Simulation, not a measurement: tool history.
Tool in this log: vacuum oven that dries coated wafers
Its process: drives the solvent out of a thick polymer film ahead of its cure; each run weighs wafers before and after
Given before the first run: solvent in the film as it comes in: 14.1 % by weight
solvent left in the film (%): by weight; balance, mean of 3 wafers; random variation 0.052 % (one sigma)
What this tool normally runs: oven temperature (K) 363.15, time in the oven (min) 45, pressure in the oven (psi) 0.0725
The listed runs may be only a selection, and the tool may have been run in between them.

run,hour,oven temperature (K),time in the oven (min),pressure in the oven (psi),solvent left in the film (%)
1,0.0,363.15,45,0.0725,1.14
2,27.3,363.15,45,0.1479,1.44
3,48.6,363.15,45,0.1479,1.58
4,72.1,363.15,37,0.1479,2.10
5,85.5,363.15,37,0.1479,2.01
6,110.4,363.15,37,0.1479,1.98
7,134.8,363.15,37,0.1479,2.12
8,160.5,363.15,45,0.0725,1.31
9,175.3,363.15,45,0.2630,2.01
10,203.8,363.15,45,0.2630,1.96
# hour 207.8: oven's thermocouples calibrated
11,225.9,363.15,45,0.2630,2.04
12,239.2,363.15,45,0.0428,1.21
13,261.5,363.15,45,0.2115,1.86
14,286.6,363.15,53,0.0985,1.09
15,302.3,374.15,26,0.0368,0.81
16,319.2,359.15,26,0.0387,3.96
17,334.7,359.15,26,0.0387,4.05
18,354.3,359.15,26,0.0387,4.04

4 options for the next run, each taken on its own from the tool as it stands now. Forecast them:
# hour 373.3: oven's thermocouples calibrated, once more
A,384.1,368.15,59,0.0387,?
# hour 373.3: oven's thermocouples calibrated, once more
B,384.1,370.15,45,0.2898,?
# hour 373.3: oven's thermocouples calibrated, once more
C,384.1,363.15,51,0.0801,?
# hour 373.3: oven's thermocouples calibrated, once more
D,384.1,360.15,27,0.1714,?

run,solvent left in the film (%)
A,0.34
B,1.25
C,1.11
D,4.13
Without the tool's hidden state the same runs would have given:
run,solvent left in the film (%)
A,0.28
B,1.17
C,1.00
D,3.98
